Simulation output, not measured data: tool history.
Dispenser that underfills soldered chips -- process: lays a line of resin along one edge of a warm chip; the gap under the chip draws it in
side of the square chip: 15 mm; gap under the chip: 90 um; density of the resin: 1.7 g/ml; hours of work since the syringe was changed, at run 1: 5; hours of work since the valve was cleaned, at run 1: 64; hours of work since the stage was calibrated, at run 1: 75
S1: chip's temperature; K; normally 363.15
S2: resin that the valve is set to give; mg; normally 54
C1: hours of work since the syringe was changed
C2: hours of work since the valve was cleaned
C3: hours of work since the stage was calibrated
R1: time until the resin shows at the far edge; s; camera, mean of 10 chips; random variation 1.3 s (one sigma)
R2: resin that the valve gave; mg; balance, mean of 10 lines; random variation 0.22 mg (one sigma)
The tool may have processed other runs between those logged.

| run | hour | S1 | S2 | C1 | C2 | C3 | R1 | R2 |
|---|---|---|---|---|---|---|---|---|
| 1 | 0 | 363.15 | 54 | 5 | 64 | 75 | 175.7 | 52.45 |
|  | 1 | new syringe of resin |
| 2 | 6.7 | 363.15 | 54 | 4 | 68 | 80 | 163.1 | 52.27 |
|  | 9.4 | dispensing valve cleaned and set on the balance |
|  | 10.6 | new syringe of resin |
|  | 19.5 | new syringe of resin |
| 3 | 19.5 | 363.15 | 54 | 0 | 6 | 87 | 125.7 | 54.21 |
|  | 28.2 | new syringe of resin |
| 4 | 28.5 | 363.15 | 54 | 0 | 12 | 93 | 126.5 | 53.85 |
| 5 | 34.8 | 363.15 | 54 | 4 | 16 | 97 | 171.4 | 53.56 |
|  | 37.3 | new syringe of resin |
| 6 | 43 | 363.15 | 54 | 4 | 22 | 103 | 161.6 | 53.23 |
|  | 45.9 | new syringe of resin |
|  | 54.7 | new syringe of resin |
| 7 | 54.9 | 355.15 | 54 | 0 | 29 | 110 | 183.1 | 53.41 |
| 8 | 60.5 | 376.15 | 55.6 | 4 | 33 | 114 | 94.1 | 54.88 |
|  | 63.2 | new syringe of resin |
| 9 | 68.5 | 376.15 | 55.6 | 4 | 38 | 119 | 91.4 | 54.65 |
|  | 72 | new syringe of resin |
| 10 | 77.9 | 363.15 | 51.5 | 4 | 44 | 125 | 161.7 | 50.8 |
|  | 80.6 | new syringe of resin |
| 11 | 87.9 | 359.15 | 54.8 | 5 | 51 | 132 | 207.9 | 53.49 |
|  | 90.1 | new syringe of resin |
| 12 | 96 | 372.15 | 54.8 | 4 | 56 | 137 | 108.7 | 53.41 |
|  | 99 | new syringe of resin |
| 13 | 102.2 | 370.15 | 59.7 | 2 | 60 | 141 | 104.1 | 58.3 |

Some steps in R1 between neighbouring runs. How much of each would the tool show without its hidden state too (settings, what came in, random variation), and how much is left for the hidden state, with any gauge scatter that isn't in both results?
Hidden state at play: resin's viscosity, % of fresh resin's; dose that the valve gives, % of what is set; true chip temperature over the reading, C; drift of the gauge itself on fill_s, %; drift of the gauge itself on given_mg, %.
Run 4 -> 5: nothing adjusted, nothing logged. R1 +44.9 s: hidden state +39.9, all else +5.
Run 11 -> 12: S1 359.15 -> 372.15, new syringe of resin. R1 -99.2 s: hidden state -30.1, all else -69.1.
